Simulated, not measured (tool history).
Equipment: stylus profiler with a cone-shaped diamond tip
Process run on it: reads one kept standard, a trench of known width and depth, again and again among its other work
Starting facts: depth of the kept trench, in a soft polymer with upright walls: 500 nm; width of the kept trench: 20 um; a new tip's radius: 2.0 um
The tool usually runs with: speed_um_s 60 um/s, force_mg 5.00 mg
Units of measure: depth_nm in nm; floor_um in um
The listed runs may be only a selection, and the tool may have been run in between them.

| run | hour | speed_um_s | force_mg | depth_nm | floor_um |
|---|---|---|---|---|---|
| 1 | 0.0 | 60 | 5.00 | 507.81 | 16.88 |
| 2 | 46.4 | 85 | 5.00 | 507.72 | 16.80 |
| 3 | 70.6 | 85 | 5.00 | 507.51 | 16.72 |
| 4 | 108.1 | 85 | 5.00 | 507.65 | 16.77 |
| 5 | 143.5 | 60 | 5.00 | 507.77 | 16.76 |
| 6 | 188.3 | 60 | 5.00 | 507.89 | 16.72 |
| 7 | 210.9 | 60 | 5.00 | 507.93 | 16.75 |
| 8 | 265.2 | 60 | 5.00 | 507.81 | 16.70 |
| 9 | 314.0 | 60 | 7.32 | 510.31 | 16.68 |
| 10 | 353.7 | 60 | 5.00 | 507.88 | 16.68 |
| 11 | 389.3 | 60 | 5.00 | 507.87 | 16.63 |
| 12 | 430.3 | 60 | 5.00 | 508.02 | 16.68 |
| 13 | 482.3 | 60 | 5.00 | 508.12 | 16.58 |
| 14 | 534.2 | 18 | 5.00 | 508.03 | 16.73 |
| 15 | 560.2 | 60 | 13.84 | 515.26 | 16.63 |
| 16 | 594.5 | 60 | 5.00 | 508.03 | 16.52 |
| 17 | 638.2 | 60 | 5.00 | 508.09 | 16.50 |
| 18 | 680.9 | 60 | 1.72 | 504.20 | 16.36 |
| 19 | 724.2 | 209 | 13.85 | 515.12 | 16.23 |
| 20 | 773.8 | 129 | 1.67 | 504.29 | 15.97 |
| 21 | 824.0 | 130 | 6.45 | 509.57 | 16.26 |
|  | 827.9 | height scale calibrated on a step standard |
| 22 | 850.6 | 130 | 6.45 | 509.62 | 16.25 |
| 23 | 901.4 | 150 | 10.78 | 513.45 | 16.20 |
|  | 907.7 | height scale calibrated on a step standard, once more |
| 24 | 940.6 | 48 | 2.82 | 504.93 | 16.33 |
| 25 | 990.0 | 60 | 13.21 | 513.77 | 16.43 |
| 26 | 1026.2 | 182 | 14.15 | 514.66 | 16.15 |
| 27 | 1076.7 | 182 | 14.15 | 514.81 | 16.08 |
| 28 | 1130.1 | 182 | 14.15 | 514.87 | 16.09 |
| 29 | 1152.2 | 182 | 14.15 | 514.69 | 16.09 |
| 30 | 1203.8 | 63 | 2.93 | 505.18 | 16.16 |
| 31 | 1258.2 | 78 | 8.47 | 510.77 | 16.18 |
| 32 | 1304.4 | 78 | 8.47 | 510.51 | 16.19 |
| 33 | 1337.2 | 52 | 7.38 | 509.49 | 16.21 |
| 34 | 1380.5 | 164 | 1.81 | 503.93 | 15.45 |
| 35 | 1419.6 | 164 | 1.81 | 503.92 | 15.50 |

Consider 5 possible next runs. They are alternatives, not a sequence: every one starts from the tool as it was left by run 35. What does each give?
| A | 1458.8 | 35 | 2.49 | ? | ? |
| B | 1458.8 | 98 | 10.14 | ? | ? |
| C | 1458.8 | 110 | 13.07 | ? | ? |
| D | 1458.8 | 79 | 6.65 | ? | ? |
| E | 1458.8 | 92 | 4.30 | ? | ? |

| run | depth_nm | floor_um |
|---|---|---|
| A | 504.55 | 16.06 |
| B | 512.12 | 16.05 |
| C | 514.52 | 16.07 |
| D | 509.33 | 16.05 |
| E | 506.81 | 16.01 |
Without the tool's hidden state the same runs would have given:
| run | depth_nm | floor_um |
|---|---|---|
| A | 504.37 | 17.15 |
| B | 511.94 | 17.13 |
| C | 514.35 | 17.15 |
| D | 509.15 | 17.13 |
| E | 506.64 | 17.09 |
